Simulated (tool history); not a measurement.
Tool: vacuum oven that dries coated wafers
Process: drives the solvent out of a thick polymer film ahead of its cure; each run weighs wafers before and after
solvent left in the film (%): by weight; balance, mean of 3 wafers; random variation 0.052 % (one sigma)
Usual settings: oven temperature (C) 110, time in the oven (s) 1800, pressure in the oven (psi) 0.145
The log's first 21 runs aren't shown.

Run 22, hour 1660.5: usual settings but oven temperature (C) 100, pressure in the oven (psi) 0.473. Result: solvent left in the film (%) 4.80.
Run 23, hour 1726.7: usual settings but oven temperature (C) 103, time in the oven (s) 1080. Result: solvent left in the film (%) 4.37.
Run 24, hour 1797.9: usual settings but oven temperature (C) 103, time in the oven (s) 2400, pressure in the oven (psi) 0.455. Result: solvent left in the film (%) 3.37.
Run 25, hour 1849.4: usual settings but oven temperature (C) 103, time in the oven (s) 2400, pressure in the oven (psi) 0.455. Result: solvent left in the film (%) 3.27.
Run 26, hour 1925.1: usual settings but oven temperature (C) 103, time in the oven (s) 2400, pressure in the oven (psi) 0.455. Result: solvent left in the film (%) 3.42.
Run 27, hour 1985.7: usual settings but oven temperature (C) 103, time in the oven (s) 2400, pressure in the oven (psi) 0.455. Result: solvent left in the film (%) 3.37.
Run 28, hour 2031.8: usual settings but oven temperature (C) 122, time in the oven (s) 1440, pressure in the oven (psi) 0.078. Result: solvent left in the film (%) 0.53.
Run 29, hour 2129.9: usual settings but oven temperature (C) 108, time in the oven (s) 1440, pressure in the oven (psi) 0.078. Result: solvent left in the film (%) 2.14.

Run 30 comes next. What will it give?
Run 30, hour 2180.5: usual settings but oven temperature (C) 119, time in the oven (s) 1500, pressure in the oven (psi) 0.228. Result: solvent left in the film (%) ?.

solvent left in the film (%): 1.27
Without the tool's hidden state the same run would have given solvent left in the film (%) 1.26.

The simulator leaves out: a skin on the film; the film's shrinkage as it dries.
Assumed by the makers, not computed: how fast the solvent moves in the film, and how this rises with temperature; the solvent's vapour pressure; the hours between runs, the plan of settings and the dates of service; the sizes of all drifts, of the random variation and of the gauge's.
